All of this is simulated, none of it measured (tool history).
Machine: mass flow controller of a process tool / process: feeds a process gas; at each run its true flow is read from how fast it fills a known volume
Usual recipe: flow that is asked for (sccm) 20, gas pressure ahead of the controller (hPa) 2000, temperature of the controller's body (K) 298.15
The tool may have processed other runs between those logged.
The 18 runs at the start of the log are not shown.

run	hour	flow that is asked for (sccm)	gas pressure ahead of the controller (hPa)	temperature of the controller's body (K)	hours of work since the controller was set to zero	hours of work since the controller was changed	true flow (%)
19	2691.3	20	2000	298.15	3436	3436	98.63
20	2849.5	20	1430	295.15	3553	3553	97.87
21	3020.3	20	1430	295.15	3680	3680	97.92
22	3125.2	20	1430	295.15	3758	3758	97.99
23	3329.3	18	1530	297.15	3909	3909	98.06
24	3437.7	18	1530	297.15	3989	3989	98.19
25	3547.2	20	2080	298.15	4071	4071	98.58
26	3675.2	20	2080	298.15	4166	4166	98.83
27	3824.3	20	2080	298.15	4276	4276	98.64
28	3956.4	20	2080	298.15	4374	4374	98.74
29	4064.8	18	1510	311.15	4455	4455	99.61
30	4186.7	45	1420	299.15	4545	4545	99.28
31	4303.6	45	1420	299.15	4632	4632	99.38
32	4406.3	45	1420	308.15	4708	4708	100.45
33	4575.9	9	2030	297.15	4834	4834	97.97
34	4672.4	9	2030	297.15	4906	4906	98
35	4884.6	9	2030	297.15	5063	5063	98.2
36	4975.5	7	2350	295.15	5131	5131	97.96
37	5161.7	7	1870	295.15	5269	5269	97.73

Here are 5 independent what-if runs from the current tool condition. What would each one return?
A	5291.9	7	1870	302.15	5366	5366	?
B	5291.9	47	2370	298.15	5366	5366	?
C	5291.9	14	2080	296.15	5366	5366	?
D	5291.9	11	2000	310.15	5366	5366	?
E	5291.9	13	1460	295.15	5366	5366	?

run	true flow (%)
A	98.36
B	100.21
C	98.32
D	99.54
E	97.64
Had the tool no hidden state, the same runs would have come out as:
run	true flow (%)
A	98.33
B	100.21
C	98.3
D	99.52
E	97.63
